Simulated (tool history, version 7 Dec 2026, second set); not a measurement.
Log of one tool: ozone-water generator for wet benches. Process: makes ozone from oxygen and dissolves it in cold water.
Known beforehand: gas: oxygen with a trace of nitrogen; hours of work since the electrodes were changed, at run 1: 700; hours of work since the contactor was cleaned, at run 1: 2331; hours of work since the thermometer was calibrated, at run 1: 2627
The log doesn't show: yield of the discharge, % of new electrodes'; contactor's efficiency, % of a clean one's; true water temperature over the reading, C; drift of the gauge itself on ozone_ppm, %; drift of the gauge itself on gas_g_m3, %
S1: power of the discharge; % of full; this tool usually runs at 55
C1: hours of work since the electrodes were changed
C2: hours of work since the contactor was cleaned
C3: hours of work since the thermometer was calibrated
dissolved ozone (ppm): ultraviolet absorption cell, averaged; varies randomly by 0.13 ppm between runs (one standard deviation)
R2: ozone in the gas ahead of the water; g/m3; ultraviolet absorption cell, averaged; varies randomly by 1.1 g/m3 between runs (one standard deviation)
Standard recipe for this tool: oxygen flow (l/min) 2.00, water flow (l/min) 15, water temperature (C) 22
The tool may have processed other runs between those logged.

{"run": 1, "hour": 0.0, "S1": 55, "oxygen flow (l/min)": 2.0, "water flow (l/min)": 15, "water temperature (C)": 22, "C1": 700, "C2": 2331, "C3": 2627, "dissolved ozone (ppm)": 14.1, "R2": 192.3}
{"run": 2, "hour": 24.6, "S1": 55, "oxygen flow (l/min)": 2.0, "water flow (l/min)": 15, "water temperature (C)": 22, "C1": 716, "C2": 2346, "C3": 2642, "dissolved ozone (ppm)": 13.7, "R2": 192.4}
{"run": 3, "hour": 42.1, "S1": 55, "oxygen flow (l/min)": 2.0, "water flow (l/min)": 15, "water temperature (C)": 22, "C1": 726, "C2": 2357, "C3": 2653, "dissolved ozone (ppm)": 13.8, "R2": 192.9}
{"run": 4, "hour": 57.6, "S1": 55, "oxygen flow (l/min)": 2.0, "water flow (l/min)": 15, "water temperature (C)": 22, "C1": 736, "C2": 2366, "C3": 2663, "dissolved ozone (ppm)": 14.0, "R2": 191.4}
{"run": 5, "hour": 77.5, "S1": 55, "oxygen flow (l/min)": 2.0, "water flow (l/min)": 15, "water temperature (C)": 22, "C1": 748, "C2": 2378, "C3": 2675, "dissolved ozone (ppm)": 13.6, "R2": 190.3}
{"run": 6, "hour": 98.1, "S1": 55, "oxygen flow (l/min)": 2.0, "water flow (l/min)": 15, "water temperature (C)": 22, "C1": 761, "C2": 2391, "C3": 2688, "dissolved ozone (ppm)": 13.7, "R2": 190.0}
{"run": 7, "hour": 117.0, "S1": 55, "oxygen flow (l/min)": 2.0, "water flow (l/min)": 15, "water temperature (C)": 22, "C1": 773, "C2": 2403, "C3": 2699, "dissolved ozone (ppm)": 13.7, "R2": 191.5}
{"run": 8, "hour": 143.0, "S1": 55, "oxygen flow (l/min)": 2.0, "water flow (l/min)": 15, "water temperature (C)": 22, "C1": 789, "C2": 2419, "C3": 2715, "dissolved ozone (ppm)": 13.7, "R2": 192.4}
{"run": 9, "hour": 171.8, "S1": 55, "oxygen flow (l/min)": 2.0, "water flow (l/min)": 15, "water temperature (C)": 22, "C1": 806, "C2": 2437, "C3": 2733, "dissolved ozone (ppm)": 13.5, "R2": 192.2}
{"run": 10, "hour": 204.0, "S1": 55, "oxygen flow (l/min)": 2.0, "water flow (l/min)": 15, "water temperature (C)": 22, "C1": 826, "C2": 2456, "C3": 2753, "dissolved ozone (ppm)": 13.8, "R2": 191.1}
{"run": 11, "hour": 219.8, "S1": 55, "oxygen flow (l/min)": 2.0, "water flow (l/min)": 15, "water temperature (C)": 22, "C1": 836, "C2": 2466, "C3": 2763, "dissolved ozone (ppm)": 13.8, "R2": 190.3}
{"run": 12, "hour": 244.6, "S1": 55, "oxygen flow (l/min)": 2.0, "water flow (l/min)": 15, "water temperature (C)": 22, "C1": 851, "C2": 2482, "C3": 2778, "dissolved ozone (ppm)": 13.7, "R2": 188.1}
{"run": 13, "hour": 260.6, "S1": 54, "oxygen flow (l/min)": 2.0, "water flow (l/min)": 17, "water temperature (C)": 22, "C1": 861, "C2": 2491, "C3": 2788, "dissolved ozone (ppm)": 12.0, "R2": 188.2}
{"run": 14, "hour": 287.7, "S1": 55, "oxygen flow (l/min)": 1.73, "water flow (l/min)": 20, "water temperature (C)": 22, "C1": 878, "C2": 2508, "C3": 2804, "dissolved ozone (ppm)": 9.8, "R2": 202.5}
{"run": 15, "hour": 307.6, "S1": 44, "oxygen flow (l/min)": 1.18, "water flow (l/min)": 14, "water temperature (C)": 18, "C1": 890, "C2": 2520, "C3": 2817, "dissolved ozone (ppm)": 10.9, "R2": 205.0}
{"run": 16, "hour": 327.8, "S1": 44, "oxygen flow (l/min)": 1.18, "water flow (l/min)": 14, "water temperature (C)": 28, "C1": 903, "C2": 2533, "C3": 2829, "dissolved ozone (ppm)": 10.0, "R2": 201.9}
{"run": 17, "hour": 347.7, "S1": 44, "oxygen flow (l/min)": 1.18, "water flow (l/min)": 14, "water temperature (C)": 28, "C1": 915, "C2": 2545, "C3": 2841, "dissolved ozone (ppm)": 9.9, "R2": 202.0}
{"run": 18, "hour": 382.5, "S1": 44, "oxygen flow (l/min)": 1.18, "water flow (l/min)": 14, "water temperature (C)": 28, "C1": 936, "C2": 2567, "C3": 2863, "dissolved ozone (ppm)": 9.9, "R2": 201.5}
{"run": 19, "hour": 404.8, "S1": 54, "oxygen flow (l/min)": 2.0, "water flow (l/min)": 10, "water temperature (C)": 28, "C1": 950, "C2": 2580, "C3": 2877, "dissolved ozone (ppm)": 17.0, "R2": 188.6}
{"run": 20, "hour": 430.2, "S1": 46, "oxygen flow (l/min)": 1.03, "water flow (l/min)": 17, "water temperature (C)": 18, "C1": 966, "C2": 2596, "C3": 2892, "dissolved ozone (ppm)": 8.5, "R2": 217.2}
{"run": 21, "hour": 465.0, "S1": 46, "oxygen flow (l/min)": 1.03, "water flow (l/min)": 17, "water temperature (C)": 18, "C1": 987, "C2": 2617, "C3": 2914, "dissolved ozone (ppm)": 8.4, "R2": 216.1}
{"run": 22, "hour": 491.0, "S1": 77, "oxygen flow (l/min)": 2.9, "water flow (l/min)": 17, "water temperature (C)": 18, "C1": 1003, "C2": 2633, "C3": 2930, "dissolved ozone (ppm)": 17.3, "R2": 202.0}
{"run": 23, "hour": 522.5, "S1": 77, "oxygen flow (l/min)": 2.9, "water flow (l/min)": 17, "water temperature (C)": 18, "C1": 1023, "C2": 2653, "C3": 2949, "dissolved ozone (ppm)": 17.2, "R2": 201.3}
{"run": 24, "hour": 541.8, "S1": 82, "oxygen flow (l/min)": 1.01, "water flow (l/min)": 17, "water temperature (C)": 25, "C1": 1035, "C2": 2665, "C3": 2961, "dissolved ozone (ppm)": 11.3, "R2": 302.7}

The logged runs with the hidden state left out (each run's random variation unchanged):
run=1 dissolved_ozone_(ppm)=15.4 R2=199.3
run=2 dissolved_ozone_(ppm)=15.1 R2=199.5
run=3 dissolved_ozone_(ppm)=15.1 R2=200.2
run=4 dissolved_ozone_(ppm)=15.4 R2=198.8
run=5 dissolved_ozone_(ppm)=14.9 R2=197.7
run=6 dissolved_ozone_(ppm)=15.1 R2=197.5
run=7 dissolved_ozone_(ppm)=15.0 R2=199.2
run=8 dissolved_ozone_(ppm)=15.1 R2=200.2
run=9 dissolved_ozone_(ppm)=14.9 R2=200.2
run=10 dissolved_ozone_(ppm)=15.2 R2=199.3
run=11 dissolved_ozone_(ppm)=15.2 R2=198.5
run=12 dissolved_ozone_(ppm)=15.2 R2=196.3
run=13 dissolved_ozone_(ppm)=13.4 R2=196.4
run=14 dissolved_ozone_(ppm)=10.9 R2=211.7
run=15 dissolved_ozone_(ppm)=12.0 R2=212.9
run=16 dissolved_ozone_(ppm)=11.0 R2=209.7
run=17 dissolved_ozone_(ppm)=10.9 R2=210.0
run=18 dissolved_ozone_(ppm)=11.0 R2=209.6
run=19 dissolved_ozone_(ppm)=18.7 R2=197.7
run=20 dissolved_ozone_(ppm)=9.4 R2=226.6
run=21 dissolved_ozone_(ppm)=9.4 R2=225.6
run=22 dissolved_ozone_(ppm)=19.7 R2=214.8
run=23 dissolved_ozone_(ppm)=19.6 R2=214.3
run=24 dissolved_ozone_(ppm)=12.9 R2=323.2

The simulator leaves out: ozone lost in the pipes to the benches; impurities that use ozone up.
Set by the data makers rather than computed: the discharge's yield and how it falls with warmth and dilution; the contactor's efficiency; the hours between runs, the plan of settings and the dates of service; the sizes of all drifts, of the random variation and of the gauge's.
